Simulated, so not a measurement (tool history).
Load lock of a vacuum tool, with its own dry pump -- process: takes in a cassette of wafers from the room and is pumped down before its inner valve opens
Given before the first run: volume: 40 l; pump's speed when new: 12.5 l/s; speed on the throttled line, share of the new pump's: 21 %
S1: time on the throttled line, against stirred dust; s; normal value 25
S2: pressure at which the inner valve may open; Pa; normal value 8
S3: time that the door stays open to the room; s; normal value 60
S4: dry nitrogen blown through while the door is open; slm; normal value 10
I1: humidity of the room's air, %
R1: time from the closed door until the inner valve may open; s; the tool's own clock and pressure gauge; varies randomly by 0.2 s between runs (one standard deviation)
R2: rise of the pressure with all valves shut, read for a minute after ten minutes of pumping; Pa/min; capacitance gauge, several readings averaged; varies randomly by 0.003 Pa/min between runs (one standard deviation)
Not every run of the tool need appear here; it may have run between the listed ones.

run,hour,S1,S2,S3,S4,I1,R1,R2
1,0,25,8,60,10,47.4,51.7,0.172
2,306.1,25,8,60,10,46,51.6,0.186
3,658.2,25,8,60,10,44.4,51.7,0.198
4,1024.7,25,8,60,43,44.6,51.6,0.203
5,1280.5,25,8,54,43,44.8,51.8,0.215
6,1491.8,25,8,54,43,46.9,51.6,0.221
7,1822.7,25,8,60,10,48.7,52,0.271
8,2175,25,8,60,10,46.2,52,0.288
9,2486,25,8,60,10,44.3,52.2,0.303
10,2713.9,25,8,60,10,45.5,51.8,0.33
11,3046.2,25,8,60,10,48.3,52,0.346
12,3332,25,8,60,10,45.6,52.1,0.364
13,3667.4,25,8,60,10,45.7,52.3,0.377
14,3866.5,25,8,60,10,41.4,52.3,0.389
15,4269.1,25,8,60,10,46.6,52.5,0.426
16,4562.6,25,8,60,10,42.8,52.2,0.442
17,4900,25,8,60,10,47.9,52.2,0.474
18,5127.3,25,8,60,36,44.6,52.3,0.453
19,5348.4,25,8,60,29,44.6,52.6,0.485
20,5589.4,25,7,118,29,43.3,53.4,0.518
21,5945,25,7,118,29,45.6,53,0.548
22,6137.6,25,8,189,18,47.5,52.6,0.575
23,6516,26,8,102,18,46.7,53.7,0.617
24,6693.6,15,9,45,20,45.4,44.3,0.607
# hour 6817: door's seal changed, seat wiped
25,6943.9,25,8,118,10,48.3,52.7,0.068
26,7207.5,25,8,124,10,43.2,52.6,0.065
27,7596.2,25,8,124,10,43.6,52.9,0.075
28,7961.4,15,9,124,10,43.3,44.3,0.087
29,8281.1,43,9,124,6,44,66.5,0.104
30,8684.5,43,9,160,7,46,66.1,0.124
31,8943.8,25,7,43,10,42.4,53.4,0.088
32,9317.7,33,8,60,10,46.4,59.4,0.107
33,9662.1,38,13,60,10,47.3,61.5,0.123
34,10004.4,38,13,60,10,42.4,61.3,0.122
35,10234.4,38,13,60,10,45.4,61.8,0.144
36,10426,44,9,60,11,42.5,67.4,0.143

Branching from run 36: 4 alternative next runs. What would each branch give?
A,10779.5,25,6,60,10,45.2,?,?
B,10779.5,25,8,60,11,44.9,?,?
C,10779.5,41,8,173,9,45.5,?,?
D,10779.5,44,9,60,11,44.6,?,?

run,R1,R2
A,54.8,0.166
B,53.3,0.159
C,65.6,0.19
D,67.9,0.164
What these runs would have given with no unlogged condition in the tool:
run,R1,R2
A,51.7,0.048
B,50.3,0.041
C,63.1,0.074
D,65.4,0.047
